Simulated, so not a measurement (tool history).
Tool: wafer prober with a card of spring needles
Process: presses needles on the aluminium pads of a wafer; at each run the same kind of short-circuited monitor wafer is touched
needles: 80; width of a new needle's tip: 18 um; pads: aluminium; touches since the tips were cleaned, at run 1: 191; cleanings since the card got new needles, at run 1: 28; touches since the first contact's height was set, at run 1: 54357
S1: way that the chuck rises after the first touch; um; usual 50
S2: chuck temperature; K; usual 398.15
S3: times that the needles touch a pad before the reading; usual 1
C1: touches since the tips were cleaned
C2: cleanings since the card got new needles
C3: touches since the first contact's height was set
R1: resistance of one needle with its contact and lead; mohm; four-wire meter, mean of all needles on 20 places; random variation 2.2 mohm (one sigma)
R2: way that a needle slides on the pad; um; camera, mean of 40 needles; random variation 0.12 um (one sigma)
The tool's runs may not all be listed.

| run | hour | S1 | S2 | S3 | C1 | C2 | C3 | R1 | R2 |
|---|---|---|---|---|---|---|---|---|---|
| 1 | 0.0 | 50 | 398.15 | 1 | 191 | 28 | 54357 | 304 | 7.19 |
|  | 4.4 | tips cleaned on abrasive film |
| 2 | 6.5 | 50 | 398.15 | 1 | 792 | 29 | 56732 | 653 | 7.16 |
|  | 9.8 | tips cleaned on abrasive film |
|  | 14.7 | tips cleaned on abrasive film |
| 3 | 14.7 | 50 | 398.15 | 1 | 2 | 31 | 59706 | 267 | 6.95 |
|  | 19.3 | tips cleaned on abrasive film |
|  | 23.9 | tips cleaned on abrasive film |
| 4 | 25.2 | 50 | 398.15 | 1 | 486 | 33 | 63549 | 358 | 6.90 |
|  | 29.0 | tips cleaned on abrasive film |
|  | 34.0 | tips cleaned on abrasive film |
| 5 | 35.0 | 50 | 398.15 | 1 | 390 | 35 | 67104 | 353 | 6.92 |
|  | 38.8 | tips cleaned on abrasive film |
| 6 | 40.5 | 50 | 398.15 | 1 | 618 | 36 | 69100 | 380 | 6.75 |
|  | 43.8 | tips cleaned on abrasive film |
|  | 48.4 | tips cleaned on abrasive film |
| 7 | 49.9 | 50 | 398.15 | 1 | 547 | 38 | 72506 | 382 | 6.72 |
|  | 53.4 | tips cleaned on abrasive film |
| 8 | 56.6 | 50 | 398.15 | 3 | 1191 | 39 | 74984 | 334 | 6.95 |
|  | 58.9 | tips cleaned on abrasive film |
|  | 64.1 | tips cleaned on abrasive film |
| 9 | 64.5 | 53 | 398.15 | 1 | 174 | 41 | 77839 | 295 | 7.05 |
|  | 69.5 | tips cleaned on abrasive film |
| 10 | 69.8 | 50 | 398.15 | 1 | 126 | 42 | 79776 | 294 | 6.78 |
|  | 75.0 | tips cleaned on abrasive film |
| 11 | 76.0 | 50 | 398.15 | 1 | 382 | 43 | 82022 | 348 | 6.68 |
|  | 79.9 | tips cleaned on abrasive film, once more |
| 12 | 82.8 | 50 | 398.15 | 1 | 1051 | 44 | 84508 | 466 | 6.71 |
|  | 85.0 | tips cleaned on abrasive film |
|  | 90.3 | tips cleaned on abrasive film |
| 13 | 92.7 | 50 | 398.15 | 1 | 891 | 46 | 88137 | 429 | 6.52 |
|  | 95.3 | tips cleaned on abrasive film |
|  | 100.6 | tips cleaned on abrasive film |
| 14 | 104.5 | 50 | 323.15 | 1 | 1423 | 48 | 92417 | 515 | 6.81 |
|  | 105.7 | tips cleaned on abrasive film |
|  | 110.3 | tips cleaned on abrasive film |
|  | 114.9 | tips cleaned on abrasive film |
| 15 | 117.2 | 50 | 323.15 | 1 | 870 | 51 | 97044 | 440 | 6.55 |
|  | 119.6 | tips cleaned on abrasive film |
| 16 | 123.3 | 59 | 379.15 | 1 | 1380 | 52 | 99275 | 439 | 7.98 |
|  | 124.5 | tips cleaned on abrasive film |
|  | 129.8 | tips cleaned on abrasive film |
| 17 | 133.0 | 59 | 379.15 | 1 | 1185 | 54 | 102791 | 411 | 7.99 |
|  | 134.4 | tips cleaned on abrasive film |
|  | 139.3 | tips cleaned on abrasive film |
|  | 144.3 | tips cleaned on abrasive film |
| 18 | 145.6 | 59 | 379.15 | 1 | 501 | 57 | 107370 | 335 | 7.92 |
|  | 148.8 | tips cleaned on abrasive film |
|  | 153.9 | tips cleaned on abrasive film |
| 19 | 156.2 | 40 | 398.15 | 1 | 867 | 59 | 111217 | 587 | 4.93 |
|  | 158.7 | tips cleaned on abrasive film |
|  | 163.3 | tips cleaned on abrasive film |
| 20 | 164.4 | 46 | 333.15 | 1 | 380 | 61 | 114179 | 386 | 5.86 |
|  | 168.0 | tips cleaned on abrasive film |
| 21 | 170.5 | 50 | 398.15 | 2 | 930 | 62 | 116413 | 384 | 6.72 |
|  | 173.1 | tips cleaned on abrasive film |
|  | 177.8 | tips cleaned on abrasive film |
|  | 182.7 | tips cleaned on abrasive film |
| 22 | 182.9 | 50 | 398.15 | 2 | 73 | 65 | 120916 | 279 | 6.46 |
|  | 187.2 | tips cleaned on abrasive film |
|  | 192.6 | tips cleaned on abrasive film |
| 23 | 194.4 | 61 | 398.15 | 3 | 646 | 67 | 125103 | 288 | 8.02 |
|  | 197.1 | tips cleaned on abrasive film |
|  | 202.1 | tips cleaned on abrasive film |
| 24 | 202.1 | 61 | 398.15 | 3 | 0 | 69 | 127899 | 254 | 7.90 |
|  | 207.5 | tips cleaned on abrasive film |
| 25 | 207.9 | 41 | 398.15 | 2 | 132 | 70 | 130004 | 315 | 4.94 |
|  | 212.3 | tips cleaned on abrasive film |
| 26 | 215.4 | 33 | 305.15 | 2 | 1135 | 71 | 132758 | 814 | 3.68 |
|  | 217.6 | tips cleaned on abrasive film |
| 27 | 221.5 | 52 | 398.15 | 1 | 1451 | 72 | 134995 | 553 | 6.56 |
|  | 222.7 | tips cleaned on abrasive film |
|  | 227.2 | tips cleaned on abrasive film |
| 28 | 230.2 | 50 | 398.15 | 2 | 1110 | 74 | 138138 | 416 | 6.39 |
|  | 232.2 | tips cleaned on abrasive film |
|  | 237.2 | tips cleaned on abrasive film |
|  | 242.0 | tips cleaned on abrasive film |
| 29 | 242.4 | 50 | 376.15 | 1 | 159 | 77 | 142566 | 327 | 6.18 |
|  | 246.8 | tips cleaned on abrasive film |
|  | 251.6 | tips cleaned on abrasive film |
| 30 | 254.1 | 50 | 376.15 | 1 | 909 | 79 | 146829 | 513 | 6.10 |

Some steps in R1 between neighbouring runs. How much of each would the tool show without its hidden state too (settings, what came in, random variation), and how much is left for the hidden state, with any gauge scatter that isn't in both results?
The hidden state here: debris on the tips, nm; way that the needles fall short of the set height, um; tips' diameter, um; drift of the gauge itself on contact_mohm, %; drift of the gauge itself on scrub_um, %.
Run 1 -> 2: tips cleaned on abrasive film. R1 +349 mohm: hidden state +352, all else -3.
Run 2 -> 3: tips cleaned on abrasive film, tips cleaned on abrasive film. R1 -386 mohm: hidden state -385, all else -1.
Run 25 -> 26: S1 41 -> 33, S2 398.15 -> 305.15, tips cleaned on abrasive film. R1 +499 mohm: hidden state +516, all else -17.
